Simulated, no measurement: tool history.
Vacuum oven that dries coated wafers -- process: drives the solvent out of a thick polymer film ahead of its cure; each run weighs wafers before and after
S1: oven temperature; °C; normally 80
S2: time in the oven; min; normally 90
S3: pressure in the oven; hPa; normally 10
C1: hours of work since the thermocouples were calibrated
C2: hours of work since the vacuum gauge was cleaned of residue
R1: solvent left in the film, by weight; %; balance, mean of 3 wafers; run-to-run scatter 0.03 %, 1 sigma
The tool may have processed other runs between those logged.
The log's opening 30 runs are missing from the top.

run,day,S1,S2,S3,C1,C2,R1
31,113.525,86,120,39.6,629,887,1.99
32,116.512,86,120,39.6,677,935,1.98
33,121.358,78,135,5.9,755,1013,1.23
# day 122.846: oven's thermocouples calibrated
34,126.054,78,48,10,52,1087,6.34
35,130.8,80,62,9.6,128,1164,4.2
36,133.917,80,74,10,178,1214,3.41
37,138.392,80,90,10,250,1286,2.59
38,141.688,82,158,10.5,303,1339,1.04
39,144.108,86,55,18.6,342,1378,3.28
40,147.704,80,100,5.3,400,1436,1.91
41,149.904,80,100,5.3,435,1471,1.81
42,153.796,80,83,15.8,498,1534,3.01
43,155.946,80,83,15.8,533,1568,3.03
44,158.992,79,83,15.8,582,1617,3.31
45,161.854,79,64,15.8,628,1663,4.37
46,164.142,80,65,39,664,1700,5.13
47,167.55,75,129,31.5,719,1755,3.71

Below are 3 alternative next runs, each starting from the tool's condition after run 47. Predict each:
# day 171.462: oven's thermocouples calibrated
A,171.575,79,55,10.9,2,1818,?
# day 171.462: oven's thermocouples calibrated
B,171.575,88,132,7.9,2,1818,?
# day 171.462: oven's thermocouples calibrated
C,171.575,80,90,11.7,2,1818,?

run,R1
A,5.1
B,0.67
C,2.62
The same runs, with their run-to-run variation unchanged, on a tool lacking any hidden condition would have given:
run,R1
A,4.87
B,0.41
C,2.34
